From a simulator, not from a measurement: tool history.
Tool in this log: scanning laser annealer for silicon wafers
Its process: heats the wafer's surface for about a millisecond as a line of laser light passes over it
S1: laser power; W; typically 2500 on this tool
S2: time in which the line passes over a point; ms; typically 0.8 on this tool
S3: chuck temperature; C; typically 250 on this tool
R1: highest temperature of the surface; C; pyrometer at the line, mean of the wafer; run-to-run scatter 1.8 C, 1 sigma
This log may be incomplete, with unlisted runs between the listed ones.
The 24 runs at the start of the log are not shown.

run    hour    S1     S2   S3    R1
 25  1475.8  2500  0.665  286   952
     1528.8  -- window over the wafer cleaned
 26  1528.8  2293  0.685  250   882
 27  1580.9  2293  0.737  250   904
 28  1621.1  2223  0.907  272   974
 29  1673.8  2223  0.907  272   972
 30  1731.9  2590  0.874  250  1055
 31  1801.3  2623  0.585  250   917
 32  1845.3  2623  0.585  219   882
 33    1915  2623  0.585  219   878
 34  1971.7  2548  0.651  224   896
 35  2032.3  2207    0.8  234   872
 36  2091.6  2207    0.8  234   875
 37  2133.1  2618  0.917  230  1049
 38  2178.4  2618  0.917  230  1049
 39  2242.1  2618  0.917  230  1041
 40  2295.2  2232    0.8  258   896

Here are 3 independent what-if runs from the current tool condition. What would each one return?
  A  2370.9  2485    0.8  282   ?
  B  2370.9  2655    0.8  250   ?
  C  2370.9  2232  0.681  286   ?

run    R1
  A   997
  B  1016
  C   873
With no hidden state in the tool, these same runs would have given:
run    R1
  A  1040
  B  1062
  C   909

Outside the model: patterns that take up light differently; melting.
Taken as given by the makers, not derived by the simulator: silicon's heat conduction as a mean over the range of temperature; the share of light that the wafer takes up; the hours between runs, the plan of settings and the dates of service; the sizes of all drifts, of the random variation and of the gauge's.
